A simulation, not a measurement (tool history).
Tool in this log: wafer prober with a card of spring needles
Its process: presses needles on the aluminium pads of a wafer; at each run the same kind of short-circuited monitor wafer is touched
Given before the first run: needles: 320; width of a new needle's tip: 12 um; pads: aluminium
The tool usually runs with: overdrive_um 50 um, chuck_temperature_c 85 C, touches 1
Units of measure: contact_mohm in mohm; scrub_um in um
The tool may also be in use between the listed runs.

| run | hour | overdrive_um | chuck_temperature_c | touches | contact_mohm | scrub_um |
|---|---|---|---|---|---|---|
| 1 | 0.0 | 50 | 85 | 1 | 272 | 7.04 |
|  | 3.0 | tips cleaned on abrasive film |
|  | 7.1 | tips cleaned on abrasive film |
|  | 11.1 | tips cleaned on abrasive film |
|  | 15.4 | height of the first contact set anew |
|  | 16.4 | tips cleaned on abrasive film |
|  | 20.5 | tips cleaned on abrasive film |
|  | 24.5 | tips cleaned on abrasive film |
|  | 28.6 | tips cleaned on abrasive film |
|  | 33.6 | tips cleaned on abrasive film |
|  | 37.6 | tips cleaned on abrasive film |
|  | 41.7 | tips cleaned on abrasive film |
|  | 45.7 | tips cleaned on abrasive film |
|  | 49.7 | tips cleaned on abrasive film |
|  | 53.8 | tips cleaned on abrasive film |
|  | 58.8 | tips cleaned on abrasive film |
|  | 62.8 | tips cleaned on abrasive film |
|  | 66.9 | tips cleaned on abrasive film |
|  | 71.9 | tips cleaned on abrasive film |
|  | 75.9 | tips cleaned on abrasive film |
|  | 80.0 | tips cleaned on abrasive film |
|  | 85.0 | tips cleaned on abrasive film |
|  | 89.0 | tips cleaned on abrasive film |
| 2 | 90.5 | 50 | 85 | 1 | 290 | 7.08 |
|  | 93.6 | tips cleaned on abrasive film |
|  | 98.6 | tips cleaned on abrasive film |
|  | 103.6 | tips cleaned on abrasive film |
|  | 107.6 | tips cleaned on abrasive film |
|  | 111.7 | tips cleaned on abrasive film |
|  | 116.7 | tips cleaned on abrasive film |
|  | 121.7 | tips cleaned on abrasive film |
|  | 125.8 | tips cleaned on abrasive film |
|  | 129.8 | tips cleaned on abrasive film |
|  | 133.8 | tips cleaned on abrasive film |
|  | 137.9 | tips cleaned on abrasive film |
| 3 | 140.0 | 50 | 85 | 1 | 336 | 7.10 |
|  | 142.1 | tips cleaned on abrasive film |
|  | 146.1 | tips cleaned on abrasive film |
|  | 151.2 | tips cleaned on abrasive film |
|  | 155.2 | tips cleaned on abrasive film |
|  | 160.2 | tips cleaned on abrasive film |
|  | 164.3 | tips cleaned on abrasive film |
|  | 169.3 | tips cleaned on abrasive film |
|  | 173.3 | tips cleaned on abrasive film |
|  | 177.4 | tips cleaned on abrasive film |
|  | 182.4 | tips cleaned on abrasive film |
|  | 186.4 | tips cleaned on abrasive film |
|  | 190.5 | tips cleaned on abrasive film |
|  | 194.5 | tips cleaned on abrasive film |
|  | 198.5 | tips cleaned on abrasive film |
|  | 203.6 | tips cleaned on abrasive film |
|  | 207.6 | tips cleaned on abrasive film |
|  | 211.6 | tips cleaned on abrasive film |
|  | 215.7 | tips cleaned on abrasive film |
|  | 219.7 | tips cleaned on abrasive film |
|  | 221.0 | height of the first contact set anew |
|  | 225.0 | tips cleaned on abrasive film |
| 4 | 227.3 | 50 | 85 | 1 | 329 | 7.43 |
|  | 229.4 | tips cleaned on abrasive film |
|  | 234.4 | tips cleaned on abrasive film |
|  | 238.4 | tips cleaned on abrasive film |
|  | 242.5 | tips cleaned on abrasive film |
|  | 246.5 | tips cleaned on abrasive film |
|  | 250.5 | tips cleaned on abrasive film |
|  | 254.6 | tips cleaned on abrasive film |
|  | 258.6 | tips cleaned on abrasive film |
|  | 263.6 | tips cleaned on abrasive film |
|  | 267.7 | tips cleaned on abrasive film |
|  | 272.7 | tips cleaned on abrasive film |
|  | 276.7 | tips cleaned on abrasive film |
|  | 280.8 | tips cleaned on abrasive film |
|  | 284.8 | tips cleaned on abrasive film |
|  | 288.9 | tips cleaned on abrasive film |
|  | 293.9 | tips cleaned on abrasive film |
|  | 297.9 | tips cleaned on abrasive film |
|  | 301.0 | tips cleaned on abrasive film, once more |
| 5 | 303.6 | 50 | 85 | 1 | 355 | 7.24 |
|  | 305.6 | tips cleaned on abrasive film |
|  | 309.7 | tips cleaned on abrasive film |
|  | 313.7 | tips cleaned on abrasive film |
|  | 317.7 | tips cleaned on abrasive film |
|  | 321.8 | tips cleaned on abrasive film |
|  | 326.8 | tips cleaned on abrasive film |
|  | 330.8 | tips cleaned on abrasive film |
|  | 334.9 | tips cleaned on abrasive film |
|  | 339.9 | tips cleaned on abrasive film |
|  | 344.9 | tips cleaned on abrasive film |
|  | 349.9 | tips cleaned on abrasive film |
|  | 355.0 | tips cleaned on abrasive film |
|  | 360.0 | tips cleaned on abrasive film |
|  | 364.0 | tips cleaned on abrasive film |
|  | 368.1 | tips cleaned on abrasive film |
|  | 372.1 | tips cleaned on abrasive film |
| 6 | 373.4 | 50 | 85 | 1 | 319 | 7.15 |
|  | 376.4 | tips cleaned on abrasive film |
|  | 380.5 | tips cleaned on abrasive film |
|  | 384.5 | tips cleaned on abrasive film |
|  | 389.5 | tips cleaned on abrasive film |
|  | 393.6 | tips cleaned on abrasive film |
|  | 398.6 | tips cleaned on abrasive film |
|  | 402.6 | tips cleaned on abrasive film |
|  | 406.7 | tips cleaned on abrasive film |
|  | 411.7 | tips cleaned on abrasive film |
|  | 415.7 | tips cleaned on abrasive film |
|  | 420.8 | tips cleaned on abrasive film |
|  | 424.8 | tips cleaned on abrasive film |
|  | 427.1 | height of the first contact set anew |
|  | 429.1 | tips cleaned on abrasive film |
| 7 | 429.2 | 50 | 85 | 1 | 227 | 7.41 |
|  | 433.2 | tips cleaned on abrasive film |
|  | 437.3 | tips cleaned on abrasive film |
|  | 441.3 | tips cleaned on abrasive film |
|  | 445.3 | tips cleaned on abrasive film |
|  | 449.4 | tips cleaned on abrasive film |
|  | 453.4 | tips cleaned on abrasive film |
|  | 457.5 | tips cleaned on abrasive film |
|  | 461.5 | tips cleaned on abrasive film |
|  | 465.5 | tips cleaned on abrasive film |
|  | 469.6 | tips cleaned on abrasive film |
|  | 474.6 | tips cleaned on abrasive film |
|  | 478.6 | tips cleaned on abrasive film |
|  | 482.7 | tips cleaned on abrasive film |
|  | 486.7 | tips cleaned on abrasive film |
|  | 490.7 | tips cleaned on abrasive film |
|  | 494.8 | tips cleaned on abrasive film |
|  | 499.8 | tips cleaned on abrasive film |
|  | 503.8 | tips cleaned on abrasive film |
|  | 507.9 | tips cleaned on abrasive film |
|  | 511.9 | tips cleaned on abrasive film |
|  | 516.0 | tips cleaned on abrasive film |
| 8 | 518.3 | 44 | 119 | 1 | 433 | 6.20 |
|  | 520.4 | tips cleaned on abrasive film |
|  | 524.4 | tips cleaned on abrasive film |
|  | 528.5 | tips cleaned on abrasive film |
|  | 533.5 | tips cleaned on abrasive film |
|  | 538.5 | tips cleaned on abrasive film |
|  | 550.5 | card fitted with new needles |
|  | 555.5 | tips cleaned on abrasive film |
|  | 560.6 | tips cleaned on abrasive film |
|  | 564.6 | tips cleaned on abrasive film |
|  | 568.6 | tips cleaned on abrasive film |
|  | 572.7 | tips cleaned on abrasive film |
|  | 576.7 | tips cleaned on abrasive film |
|  | 581.7 | tips cleaned on abrasive film |
| 9 | 582.3 | 51 | 67 | 1 | 218 | 7.66 |
|  | 586.3 | tips cleaned on abrasive film |
|  | 591.3 | tips cleaned on abrasive film |
|  | 595.4 | tips cleaned on abrasive film |
|  | 599.4 | tips cleaned on abrasive film |
|  | 603.5 | tips cleaned on abrasive film |
|  | 607.5 | tips cleaned on abrasive film |
|  | 611.5 | tips cleaned on abrasive film |
|  | 616.6 | tips cleaned on abrasive film |
|  | 620.6 | tips cleaned on abrasive film |
|  | 625.6 | tips cleaned on abrasive film |
|  | 630.6 | tips cleaned on abrasive film |
|  | 634.7 | tips cleaned on abrasive film |
|  | 639.7 | tips cleaned on abrasive film |
|  | 643.7 | tips cleaned on abrasive film |
|  | 648.8 | tips cleaned on abrasive film |
|  | 653.8 | tips cleaned on abrasive film |
|  | 657.8 | tips cleaned on abrasive film |
|  | 661.9 | tips cleaned on abrasive film |
|  | 666.9 | tips cleaned on abrasive film |
|  | 671.9 | tips cleaned on abrasive film |
| 10 | 674.7 | 50 | 124 | 1 | 295 | 7.21 |
|  | 676.8 | tips cleaned on abrasive film |
|  | 680.8 | tips cleaned on abrasive film |
|  | 684.9 | tips cleaned on abrasive film |
|  | 688.9 | tips cleaned on abrasive film |
|  | 693.9 | tips cleaned on abrasive film |
|  | 698.9 | tips cleaned on abrasive film |
|  | 703.0 | tips cleaned on abrasive film |
|  | 707.0 | tips cleaned on abrasive film |
|  | 711.1 | tips cleaned on abrasive film |
|  | 715.1 | tips cleaned on abrasive film |
| 11 | 717.7 | 50 | 79 | 1 | 302 | 7.04 |
|  | 719.7 | tips cleaned on abrasive film |
|  | 723.8 | tips cleaned on abrasive film |
|  | 728.8 | tips cleaned on abrasive film |
|  | 732.8 | tips cleaned on abrasive film |
|  | 736.9 | tips cleaned on abrasive film |
|  | 740.9 | tips cleaned on abrasive film |
|  | 745.0 | tips cleaned on abrasive film |
|  | 750.0 | tips cleaned on abrasive film |
|  | 754.0 | tips cleaned on abrasive film |
|  | 756.3 | height of the first contact set anew |
|  | 758.4 | tips cleaned on abrasive film |
|  | 762.4 | tips cleaned on abrasive film |
|  | 766.4 | tips cleaned on abrasive film |
| 12 | 770.3 | 50 | 79 | 1 | 311 | 7.42 |
|  | 771.4 | tips cleaned on abrasive film |
|  | 775.4 | tips cleaned on abrasive film |
|  | 779.5 | tips cleaned on abrasive film |
|  | 783.5 | tips cleaned on abrasive film |
|  | 787.5 | tips cleaned on abrasive film |
|  | 791.6 | tips cleaned on abrasive film |
|  | 795.6 | tips cleaned on abrasive film |
|  | 800.6 | tips cleaned on abrasive film |
|  | 804.7 | tips cleaned on abrasive film |
|  | 808.7 | tips cleaned on abrasive film |
|  | 812.7 | tips cleaned on abrasive film |
|  | 816.8 | tips cleaned on abrasive film |
|  | 821.8 | tips cleaned on abrasive film |
|  | 825.8 | tips cleaned on abrasive film |
|  | 829.9 | tips cleaned on abrasive film |
|  | 833.9 | tips cleaned on abrasive film |
|  | 838.0 | tips cleaned on abrasive film |
|  | 843.0 | tips cleaned on abrasive film |
| 13 | 845.2 | 38 | 27 | 2 | 297 | 5.38 |

4 options for the next run, each taken on its own from the tool as it stands now. Forecast them:
|  | 847.3 | tips cleaned on abrasive film |
|  | 851.3 | tips cleaned on abrasive film |
|  | 856.3 | tips cleaned on abrasive film |
|  | 861.3 | tips cleaned on abrasive film |
|  | 866.4 | tips cleaned on abrasive film |
|  | 870.4 | tips cleaned on abrasive film |
|  | 874.4 | tips cleaned on abrasive film |
|  | 878.5 | tips cleaned on abrasive film |
|  | 882.5 | tips cleaned on abrasive film |
|  | 887.5 | tips cleaned on abrasive film |
|  | 891.6 | tips cleaned on abrasive film |
| A | 893.8 | 50 | 85 | 2 | ? | ? |
|  | 847.3 | tips cleaned on abrasive film |
|  | 851.3 | tips cleaned on abrasive film |
|  | 856.3 | tips cleaned on abrasive film |
|  | 861.3 | tips cleaned on abrasive film |
|  | 866.4 | tips cleaned on abrasive film |
|  | 870.4 | tips cleaned on abrasive film |
|  | 874.4 | tips cleaned on abrasive film |
|  | 878.5 | tips cleaned on abrasive film |
|  | 882.5 | tips cleaned on abrasive film |
|  | 887.5 | tips cleaned on abrasive film |
|  | 891.6 | tips cleaned on abrasive film |
| B | 893.8 | 50 | 72 | 3 | ? | ? |
|  | 847.3 | tips cleaned on abrasive film |
|  | 851.3 | tips cleaned on abrasive film |
|  | 856.3 | tips cleaned on abrasive film |
|  | 861.3 | tips cleaned on abrasive film |
|  | 866.4 | tips cleaned on abrasive film |
|  | 870.4 | tips cleaned on abrasive film |
|  | 874.4 | tips cleaned on abrasive film |
|  | 878.5 | tips cleaned on abrasive film |
|  | 882.5 | tips cleaned on abrasive film |
|  | 887.5 | tips cleaned on abrasive film |
|  | 891.6 | tips cleaned on abrasive film |
| C | 893.8 | 38 | 27 | 2 | ? | ? |
|  | 847.3 | tips cleaned on abrasive film |
|  | 851.3 | tips cleaned on abrasive film |
|  | 856.3 | tips cleaned on abrasive film |
|  | 861.3 | tips cleaned on abrasive film |
|  | 866.4 | tips cleaned on abrasive film |
|  | 870.4 | tips cleaned on abrasive film |
|  | 874.4 | tips cleaned on abrasive film |
|  | 878.5 | tips cleaned on abrasive film |
|  | 882.5 | tips cleaned on abrasive film |
|  | 887.5 | tips cleaned on abrasive film |
|  | 891.6 | tips cleaned on abrasive film |
| D | 893.8 | 50 | 85 | 2 | ? | ? |

| run | contact_mohm | scrub_um |
|---|---|---|
| A | 262 | 7.11 |
| B | 233 | 7.10 |
| C | 317 | 5.33 |
| D | 262 | 7.15 |
Stripped of hidden state, with their random variation kept, the same runs would have yielded:
| run | contact_mohm | scrub_um |
|---|---|---|
| A | 192 | 7.50 |
| B | 188 | 7.47 |
| C | 189 | 5.71 |
| D | 193 | 7.53 |

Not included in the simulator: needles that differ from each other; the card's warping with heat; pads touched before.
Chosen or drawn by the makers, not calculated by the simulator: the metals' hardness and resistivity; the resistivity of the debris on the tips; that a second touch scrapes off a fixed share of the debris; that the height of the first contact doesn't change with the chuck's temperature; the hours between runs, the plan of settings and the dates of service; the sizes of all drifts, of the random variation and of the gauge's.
